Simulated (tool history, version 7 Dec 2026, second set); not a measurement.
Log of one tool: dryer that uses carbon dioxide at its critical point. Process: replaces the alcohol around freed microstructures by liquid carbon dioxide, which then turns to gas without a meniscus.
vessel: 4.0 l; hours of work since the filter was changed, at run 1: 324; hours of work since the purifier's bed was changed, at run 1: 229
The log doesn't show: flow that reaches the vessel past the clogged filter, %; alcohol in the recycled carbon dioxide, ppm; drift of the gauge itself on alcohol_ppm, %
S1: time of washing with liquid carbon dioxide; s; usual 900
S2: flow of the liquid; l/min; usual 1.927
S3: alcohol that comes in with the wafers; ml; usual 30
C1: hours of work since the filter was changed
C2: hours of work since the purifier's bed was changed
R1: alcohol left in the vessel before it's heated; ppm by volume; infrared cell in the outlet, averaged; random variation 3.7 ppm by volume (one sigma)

{"run": 1, "day": 0.0, "S1": 900, "S2": 1.927, "S3": 30, "C1": 324, "C2": 229, "R1": 41}
{"run": 2, "day": 0.342, "S1": 900, "S2": 1.927, "S3": 30, "C1": 328, "C2": 232, "R1": 39}
{"run": 3, "day": 0.742, "S1": 900, "S2": 1.927, "S3": 30, "C1": 332, "C2": 236, "R1": 41}
{"run": 4, "day": 1.3, "S1": 900, "S2": 1.927, "S3": 30, "C1": 337, "C2": 242, "R1": 37}
{"run": 5, "day": 1.983, "S1": 900, "S2": 1.927, "S3": 66, "C1": 344, "C2": 249, "R1": 65}
{"run": 6, "day": 2.421, "S1": 600, "S2": 1.927, "S3": 30, "C1": 349, "C2": 253, "R1": 152}
{"run": 7, "day": 3.0, "S1": 900, "S2": 1.927, "S3": 30, "C1": 354, "C2": 259, "R1": 39}
{"run": 8, "day": 3.467, "S1": 900, "S2": 1.927, "S3": 30, "C1": 359, "C2": 263, "R1": 47}
{"run": 9, "day": 3.983, "S1": 900, "S2": 2.19, "S3": 30, "C1": 364, "C2": 269, "R1": 39}
{"run": 10, "day": 4.554, "S1": 900, "S2": 2.21, "S3": 30, "C1": 370, "C2": 274, "R1": 37}
{"run": 11, "day": 5.079, "S1": 900, "S2": 1.927, "S3": 30, "C1": 375, "C2": 280, "R1": 42}
{"run": 12, "day": 5.612, "S1": 1020, "S2": 1.927, "S3": 30, "C1": 381, "C2": 285, "R1": 36}
{"run": 13, "day": 6.083, "S1": 780, "S2": 1.927, "S3": 30, "C1": 385, "C2": 290, "R1": 67}
{"run": 14, "day": 6.588, "S1": 660, "S2": 1.927, "S3": 30, "C1": 390, "C2": 295, "R1": 115}
{"run": 15, "day": 6.95, "S1": 720, "S2": 1.8, "S3": 96, "C1": 394, "C2": 298, "R1": 291}
{"run": 16, "day": 7.233, "S1": 960, "S2": 1.2, "S3": 22, "C1": 397, "C2": 301, "R1": 134}
{"run": 17, "day": 7.667, "S1": 900, "S2": 1.26, "S3": 62, "C1": 401, "C2": 306, "R1": 344}
{"run": 18, "day": 8.296, "S1": 1440, "S2": 1.38, "S3": 62, "C1": 408, "C2": 312, "R1": 45}
{"run": 19, "day": 8.854, "S1": 720, "S2": 1.19, "S3": 32, "C1": 413, "C2": 317, "R1": 459}
{"run": 20, "day": 9.146, "S1": 900, "S2": 1.927, "S3": 57, "C1": 416, "C2": 320, "R1": 66}
{"run": 21, "day": 9.525, "S1": 840, "S2": 1.927, "S3": 53, "C1": 420, "C2": 324, "R1": 82}
{"run": 22, "day": 10.162, "S1": 660, "S2": 3.22, "S3": 34, "C1": 426, "C2": 331, "R1": 39}
{"run": 23, "day": 10.712, "S1": 960, "S2": 1.927, "S3": 39, "C1": 432, "C2": 336, "R1": 51}
{"run": 24, "day": 11.375, "S1": 840, "S2": 1.18, "S3": 38, "C1": 438, "C2": 343, "R1": 356}

4 ways to go on from here, each from the tool as it stands after run 24. What would each give?
{"run": "A", "day": 11.771, "S1": 900, "S2": 1.927, "S3": 119, "C1": 442, "C2": 347, "R1": "?"}
{"run": "B", "day": 11.771, "S1": 660, "S2": 1.63, "S3": 30, "C1": 442, "C2": 347, "R1": "?"}
{"run": "C", "day": 11.771, "S1": 960, "S2": 2.36, "S3": 30, "C1": 442, "C2": 347, "R1": "?"}
{"run": "D", "day": 11.771, "S1": 720, "S2": 1.47, "S3": 30, "C1": 442, "C2": 347, "R1": "?"}

run=A R1=105
run=B R1=219
run=C R1=40
run=D R1=240
Without the tool's hidden state the same runs would have given:
run=A R1=39
run=B R1=124
run=C R1=10
run=D R1=139

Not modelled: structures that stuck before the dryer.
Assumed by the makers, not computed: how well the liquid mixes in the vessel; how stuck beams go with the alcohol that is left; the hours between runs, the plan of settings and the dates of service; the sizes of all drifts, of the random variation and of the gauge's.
